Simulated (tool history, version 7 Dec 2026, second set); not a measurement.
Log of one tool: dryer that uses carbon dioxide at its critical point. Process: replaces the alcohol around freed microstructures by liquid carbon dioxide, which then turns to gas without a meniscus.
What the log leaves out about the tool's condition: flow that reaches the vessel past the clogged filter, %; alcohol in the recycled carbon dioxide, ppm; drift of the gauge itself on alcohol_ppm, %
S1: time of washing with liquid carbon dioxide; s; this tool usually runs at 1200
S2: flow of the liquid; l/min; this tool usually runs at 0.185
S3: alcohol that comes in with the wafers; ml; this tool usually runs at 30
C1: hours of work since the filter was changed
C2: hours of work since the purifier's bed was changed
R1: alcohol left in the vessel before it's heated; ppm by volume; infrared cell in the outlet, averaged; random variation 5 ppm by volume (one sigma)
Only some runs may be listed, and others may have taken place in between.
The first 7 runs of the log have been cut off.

run,day,S1,S2,S3,C1,C2,R1
8,2.675,1200,0.185,30,162,207,124
9,3.129,1200,0.185,88,167,212,249
10,3.496,1200,0.185,88,171,216,250
11,3.925,1200,0.185,88,176,221,256
12,4.371,1260,0.185,30,181,226,118
13,4.788,1200,0.278,30,186,231,80
14,5.025,1200,0.278,30,189,234,76
15,5.462,780,0.185,30,194,238,772
16,5.792,1200,0.227,30,197,242,88
17,6.225,1200,0.227,30,202,247,94
18,6.588,1200,0.227,30,206,251,92
19,6.942,1200,0.227,30,210,255,99
20,7.371,1200,0.227,30,215,260,101
21,7.588,1200,0.196,30,218,262,131
22,7.983,1200,0.196,30,222,267,139
23,8.354,1200,0.196,30,226,271,144
24,8.596,900,0.154,60,229,274,1910
25,9.038,1620,0.138,56,234,279,234
26,9.296,1620,0.138,56,237,282,232
27,9.712,1200,0.185,27,242,287,162
# day 10.204: inlet filter changed
28,10.225,1500,0.185,57,0,292,105

What will run 29 give?
29,10.696,1500,0.185,57,6,297,?

Run 29 yielded R1 114 ppm by volume.
On a tool with no hidden condition, and with the same random variation, this run would have come out at R1 21 ppm by volume.

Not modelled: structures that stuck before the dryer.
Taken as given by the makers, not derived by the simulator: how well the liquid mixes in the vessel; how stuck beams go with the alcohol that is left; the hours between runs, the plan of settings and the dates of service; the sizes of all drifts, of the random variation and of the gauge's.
